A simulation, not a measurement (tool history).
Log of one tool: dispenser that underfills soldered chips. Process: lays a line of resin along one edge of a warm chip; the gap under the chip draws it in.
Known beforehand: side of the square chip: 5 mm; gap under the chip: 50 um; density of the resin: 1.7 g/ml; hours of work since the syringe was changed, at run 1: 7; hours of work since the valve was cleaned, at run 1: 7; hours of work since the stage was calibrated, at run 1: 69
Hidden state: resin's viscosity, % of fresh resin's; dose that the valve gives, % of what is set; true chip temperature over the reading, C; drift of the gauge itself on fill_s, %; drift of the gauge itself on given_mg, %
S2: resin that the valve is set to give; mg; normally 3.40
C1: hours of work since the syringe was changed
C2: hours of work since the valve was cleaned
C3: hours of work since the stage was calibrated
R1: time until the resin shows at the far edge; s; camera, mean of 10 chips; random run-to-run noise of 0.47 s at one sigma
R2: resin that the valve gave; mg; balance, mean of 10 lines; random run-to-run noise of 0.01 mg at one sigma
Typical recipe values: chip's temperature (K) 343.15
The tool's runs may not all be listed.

{"run": 1, "hour": 0.0, "chip's temperature (K)": 343.15, "S2": 3.4, "C1": 7, "C2": 7, "C3": 69, "R1": 57.8, "R2": 3.37}
{"hour": 6.0, "done": "new syringe of resin"}
{"run": 2, "hour": 6.2, "chip's temperature (K)": 340.15, "S2": 3.4, "C1": 0, "C2": 10, "C3": 73, "R1": 42.7, "R2": 3.37}
{"run": 3, "hour": 12.0, "chip's temperature (K)": 340.15, "S2": 3.4, "C1": 4, "C2": 14, "C3": 76, "R1": 52.0, "R2": 3.37}
{"run": 4, "hour": 16.0, "chip's temperature (K)": 340.15, "S2": 3.4, "C1": 6, "C2": 16, "C3": 79, "R1": 62.3, "R2": 3.36}
{"run": 5, "hour": 21.8, "chip's temperature (K)": 352.15, "S2": 3.4, "C1": 10, "C2": 20, "C3": 82, "R1": 47.7, "R2": 3.37}
{"hour": 23.0, "done": "new syringe of resin"}
{"run": 6, "hour": 26.5, "chip's temperature (K)": 343.15, "S2": 4.0, "C1": 2, "C2": 22, "C3": 85, "R1": 41.3, "R2": 3.94}
{"run": 7, "hour": 29.3, "chip's temperature (K)": 339.15, "S2": 3.4, "C1": 4, "C2": 24, "C3": 87, "R1": 55.4, "R2": 3.33}
{"run": 8, "hour": 31.9, "chip's temperature (K)": 339.15, "S2": 3.4, "C1": 5, "C2": 26, "C3": 88, "R1": 61.5, "R2": 3.34}
{"run": 9, "hour": 34.9, "chip's temperature (K)": 339.15, "S2": 3.4, "C1": 7, "C2": 27, "C3": 90, "R1": 67.4, "R2": 3.35}
{"run": 10, "hour": 39.2, "chip's temperature (K)": 339.15, "S2": 3.4, "C1": 10, "C2": 30, "C3": 93, "R1": 80.3, "R2": 3.33}
{"hour": 40.0, "done": "new syringe of resin"}
{"run": 11, "hour": 43.4, "chip's temperature (K)": 339.15, "S2": 3.4, "C1": 2, "C2": 32, "C3": 95, "R1": 48.6, "R2": 3.32}
{"run": 12, "hour": 47.1, "chip's temperature (K)": 339.15, "S2": 3.02, "C1": 4, "C2": 35, "C3": 97, "R1": 57.2, "R2": 2.95}
{"run": 13, "hour": 50.8, "chip's temperature (K)": 339.15, "S2": 3.02, "C1": 6, "C2": 37, "C3": 99, "R1": 65.8, "R2": 2.95}
{"run": 14, "hour": 53.7, "chip's temperature (K)": 339.15, "S2": 3.02, "C1": 8, "C2": 39, "C3": 101, "R1": 74.2, "R2": 2.95}
{"run": 15, "hour": 56.6, "chip's temperature (K)": 335.15, "S2": 3.02, "C1": 10, "C2": 40, "C3": 103, "R1": 97.4, "R2": 2.95}
{"hour": 57.3, "done": "new syringe of resin"}
{"run": 16, "hour": 62.4, "chip's temperature (K)": 338.15, "S2": 3.4, "C1": 3, "C2": 44, "C3": 106, "R1": 54.7, "R2": 3.31}
{"run": 17, "hour": 68.2, "chip's temperature (K)": 331.15, "S2": 2.97, "C1": 7, "C2": 47, "C3": 110, "R1": 95.4, "R2": 2.89}
{"run": 18, "hour": 73.2, "chip's temperature (K)": 351.15, "S2": 3.5, "C1": 10, "C2": 50, "C3": 113, "R1": 47.7, "R2": 3.38}
{"hour": 74.4, "done": "new syringe of resin"}
{"run": 19, "hour": 78.9, "chip's temperature (K)": 338.15, "S2": 4.11, "C1": 3, "C2": 53, "C3": 116, "R1": 53.6, "R2": 3.97}
{"run": 20, "hour": 83.6, "chip's temperature (K)": 340.15, "S2": 2.91, "C1": 5, "C2": 56, "C3": 119, "R1": 62.3, "R2": 2.81}
{"run": 21, "hour": 88.3, "chip's temperature (K)": 340.15, "S2": 2.91, "C1": 8, "C2": 59, "C3": 121, "R1": 74.2, "R2": 2.79}
{"hour": 91.6, "done": "new syringe of resin"}
{"run": 22, "hour": 92.4, "chip's temperature (K)": 339.15, "S2": 4.33, "C1": 0, "C2": 61, "C3": 124, "R1": 44.2, "R2": 4.17}
{"run": 23, "hour": 96.4, "chip's temperature (K)": 339.15, "S2": 4.33, "C1": 3, "C2": 64, "C3": 126, "R1": 50.3, "R2": 4.16}
{"run": 24, "hour": 101.5, "chip's temperature (K)": 339.15, "S2": 4.33, "C1": 6, "C2": 67, "C3": 129, "R1": 63.0, "R2": 4.16}
{"run": 25, "hour": 107.1, "chip's temperature (K)": 346.15, "S2": 3.77, "C1": 9, "C2": 70, "C3": 133, "R1": 57.9, "R2": 3.59}
{"hour": 108.9, "done": "new syringe of resin"}
{"run": 26, "hour": 110.1, "chip's temperature (K)": 346.15, "S2": 3.77, "C1": 1, "C2": 72, "C3": 134, "R1": 35.2, "R2": 3.59}
{"run": 27, "hour": 113.3, "chip's temperature (K)": 332.15, "S2": 3.12, "C1": 3, "C2": 74, "C3": 136, "R1": 71.8, "R2": 2.98}
{"run": 28, "hour": 119.0, "chip's temperature (K)": 333.15, "S2": 3.77, "C1": 6, "C2": 77, "C3": 140, "R1": 85.1, "R2": 3.59}
{"run": 29, "hour": 122.0, "chip's temperature (K)": 333.15, "S2": 3.77, "C1": 8, "C2": 79, "C3": 141, "R1": 94.9, "R2": 3.58}
{"hour": 125.9, "done": "new syringe of resin"}
{"run": 30, "hour": 127.4, "chip's temperature (K)": 333.15, "S2": 3.77, "C1": 1, "C2": 82, "C3": 144, "R1": 59.6, "R2": 3.58}
{"run": 31, "hour": 131.7, "chip's temperature (K)": 330.15, "S2": 3.35, "C1": 3, "C2": 85, "C3": 147, "R1": 83.4, "R2": 3.2}
{"run": 32, "hour": 137.5, "chip's temperature (K)": 344.15, "S2": 3.59, "C1": 7, "C2": 88, "C3": 150, "R1": 56.5, "R2": 3.41}

Consider 3 possible next runs. They are alternatives, not a sequence: every one starts from the tool as it was left by run 32. What does each give?
{"hour": 143.2, "done": "new syringe of resin"}
{"run": "A", "hour": 143.3, "chip's temperature (K)": 334.15, "S2": 3.78, "C1": 0, "C2": 91, "C3": 154, "R1": "?", "R2": "?"}
{"hour": 143.2, "done": "new syringe of resin"}
{"run": "B", "hour": 143.3, "chip's temperature (K)": 333.15, "S2": 3.56, "C1": 0, "C2": 91, "C3": 154, "R1": "?", "R2": "?"}
{"hour": 143.2, "done": "new syringe of resin"}
{"run": "C", "hour": 143.3, "chip's temperature (K)": 354.15, "S2": 4.25, "C1": 0, "C2": 91, "C3": 154, "R1": "?", "R2": "?"}

run=A R1=55.7 R2=3.57
run=B R1=56.9 R2=3.37
run=C R1=24.1 R2=4.02
Without the tool's unlogged condition, the same runs would have read:
run=A R1=53.4 R2=3.78
run=B R1=54.4 R2=3.56
run=C R1=23.3 R2=4.26

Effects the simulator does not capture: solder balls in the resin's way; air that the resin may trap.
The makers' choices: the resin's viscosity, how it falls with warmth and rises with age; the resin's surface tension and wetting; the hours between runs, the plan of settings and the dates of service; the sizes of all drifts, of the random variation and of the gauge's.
